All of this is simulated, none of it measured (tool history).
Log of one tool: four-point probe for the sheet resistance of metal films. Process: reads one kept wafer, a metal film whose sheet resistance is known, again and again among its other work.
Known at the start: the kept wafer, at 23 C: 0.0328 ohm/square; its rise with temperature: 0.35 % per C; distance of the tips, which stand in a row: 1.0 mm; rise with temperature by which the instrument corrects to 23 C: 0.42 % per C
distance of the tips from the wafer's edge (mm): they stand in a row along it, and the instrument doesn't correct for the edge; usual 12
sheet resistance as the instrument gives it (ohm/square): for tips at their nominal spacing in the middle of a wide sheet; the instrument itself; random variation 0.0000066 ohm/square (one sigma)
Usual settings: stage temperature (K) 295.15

run	hour	stage temperature (K)	distance of the tips from the wafer's edge (mm)	sheet resistance as the instrument gives it (ohm/square)
1	0.0	295.15	12	0.033193
2	62.5	304.15	12	0.033007
3	99.0	295.15	7	0.033425
4	165.5	294.15	7	0.033451
5	204.3	294.15	7	0.033472
6	241.9	294.15	7	0.033470
7	318.8	302.15	32	0.032963
8	375.6	303.15	44	0.032935
9	427.9	303.15	26	0.032945
10	483.0	303.15	26	0.032952
11	548.0	304.15	16	0.032981
12	618.4	304.15	16	0.032978

Forecast each of these 3 alternatives for the next run:
A	694.6	304.15	4	?
B	694.6	296.15	16	?
C	694.6	292.15	55	?

run	sheet resistance as the instrument gives it (ohm/square)
A	0.033984
B	0.033150
C	0.033177
Without the tool's hidden state the same runs would have given:
run	sheet resistance as the instrument gives it (ohm/square)
A	0.033699
B	0.032871
C	0.032898
